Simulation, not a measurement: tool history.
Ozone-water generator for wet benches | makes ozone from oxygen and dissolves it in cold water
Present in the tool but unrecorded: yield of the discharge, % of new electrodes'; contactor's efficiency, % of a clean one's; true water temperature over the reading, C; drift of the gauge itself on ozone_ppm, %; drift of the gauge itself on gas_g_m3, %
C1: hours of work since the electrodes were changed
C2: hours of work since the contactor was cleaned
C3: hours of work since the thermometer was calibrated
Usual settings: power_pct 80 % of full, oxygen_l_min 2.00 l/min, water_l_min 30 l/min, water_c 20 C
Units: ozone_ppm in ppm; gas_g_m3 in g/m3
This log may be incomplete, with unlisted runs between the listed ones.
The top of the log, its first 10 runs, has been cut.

{"run": 11, "hour": 917.0, "power_pct": 80, "oxygen_l_min": 2.0, "water_l_min": 30, "water_c": 18, "C1": 941, "C2": 3426, "C3": 3212, "ozone_ppm": 7.9, "gas_g_m3": 186.6}
{"run": 12, "hour": 1018.5, "power_pct": 80, "oxygen_l_min": 2.0, "water_l_min": 30, "water_c": 18, "C1": 1016, "C2": 3501, "C3": 3287, "ozone_ppm": 8.1, "gas_g_m3": 185.1}
{"run": 13, "hour": 1137.7, "power_pct": 80, "oxygen_l_min": 2.0, "water_l_min": 30, "water_c": 18, "C1": 1104, "C2": 3589, "C3": 3375, "ozone_ppm": 7.7, "gas_g_m3": 184.6}
{"run": 14, "hour": 1259.3, "power_pct": 80, "oxygen_l_min": 2.0, "water_l_min": 30, "water_c": 18, "C1": 1193, "C2": 3678, "C3": 3464, "ozone_ppm": 8.0, "gas_g_m3": 184.3}
{"run": 15, "hour": 1364.3, "power_pct": 80, "oxygen_l_min": 2.0, "water_l_min": 30, "water_c": 18, "C1": 1271, "C2": 3756, "C3": 3542, "ozone_ppm": 7.7, "gas_g_m3": 184.2}
{"run": 16, "hour": 1479.5, "power_pct": 80, "oxygen_l_min": 2.0, "water_l_min": 30, "water_c": 18, "C1": 1355, "C2": 3841, "C3": 3627, "ozone_ppm": 7.9, "gas_g_m3": 186.6}
{"hour": 1516.8, "done": "contactor cleaned"}
{"run": 17, "hour": 1562.6, "power_pct": 55, "oxygen_l_min": 1.48, "water_l_min": 30, "water_c": 16, "C1": 1414, "C2": 34, "C3": 3685, "ozone_ppm": 5.6, "gas_g_m3": 164.1}
{"hour": 1570.6, "done": "water thermometer calibrated"}
{"run": 18, "hour": 1662.7, "power_pct": 82, "oxygen_l_min": 1.48, "water_l_min": 30, "water_c": 16, "C1": 1487, "C2": 107, "C3": 68, "ozone_ppm": 8.1, "gas_g_m3": 224.9}
{"run": 19, "hour": 1762.1, "power_pct": 82, "oxygen_l_min": 1.48, "water_l_min": 30, "water_c": 17, "C1": 1560, "C2": 180, "C3": 141, "ozone_ppm": 7.9, "gas_g_m3": 218.8}
{"run": 20, "hour": 1818.7, "power_pct": 77, "oxygen_l_min": 1.48, "water_l_min": 30, "water_c": 17, "C1": 1602, "C2": 222, "C3": 183, "ozone_ppm": 7.1, "gas_g_m3": 213.6}
{"run": 21, "hour": 1883.0, "power_pct": 49, "oxygen_l_min": 1.19, "water_l_min": 30, "water_c": 20, "C1": 1650, "C2": 270, "C3": 230, "ozone_ppm": 4.9, "gas_g_m3": 170.9}
{"hour": 1894.0, "done": "water thermometer calibrated, once more"}
{"run": 22, "hour": 1986.4, "power_pct": 49, "oxygen_l_min": 1.19, "water_l_min": 30, "water_c": 20, "C1": 1725, "C2": 345, "C3": 68, "ozone_ppm": 4.9, "gas_g_m3": 169.1}
{"run": 23, "hour": 2065.6, "power_pct": 49, "oxygen_l_min": 2.97, "water_l_min": 30, "water_c": 20, "C1": 1784, "C2": 404, "C3": 126, "ozone_ppm": 6.1, "gas_g_m3": 98.6}
{"run": 24, "hour": 2149.8, "power_pct": 80, "oxygen_l_min": 2.0, "water_l_min": 30, "water_c": 19, "C1": 1846, "C2": 466, "C3": 189, "ozone_ppm": 8.0, "gas_g_m3": 184.0}
{"run": 25, "hour": 2241.3, "power_pct": 80, "oxygen_l_min": 2.0, "water_l_min": 47, "water_c": 26, "C1": 1913, "C2": 533, "C3": 256, "ozone_ppm": 4.8, "gas_g_m3": 182.5}
{"run": 26, "hour": 2347.4, "power_pct": 72, "oxygen_l_min": 3.17, "water_l_min": 24, "water_c": 22, "C1": 1992, "C2": 612, "C3": 334, "ozone_ppm": 9.9, "gas_g_m3": 128.3}
{"run": 27, "hour": 2419.7, "power_pct": 72, "oxygen_l_min": 3.17, "water_l_min": 24, "water_c": 22, "C1": 2045, "C2": 665, "C3": 388, "ozone_ppm": 9.6, "gas_g_m3": 126.4}
{"run": 28, "hour": 2523.1, "power_pct": 80, "oxygen_l_min": 3.57, "water_l_min": 30, "water_c": 20, "C1": 2121, "C2": 741, "C3": 464, "ozone_ppm": 8.8, "gas_g_m3": 127.9}

Run 29 is up next; what results do you expect?
{"run": 29, "hour": 2648.5, "power_pct": 58, "oxygen_l_min": 1.28, "water_l_min": 30, "water_c": 20, "C1": 2213, "C2": 833, "C3": 556, "ozone_ppm": "?", "gas_g_m3": "?"}

{"run 29": {"ozone_ppm": 5.5, "gas_g_m3": 183.2}}
Minus the tool's unlogged condition, the same run would have read ozone_ppm 5.8 ppm, gas_g_m3 191.3 g/m3.
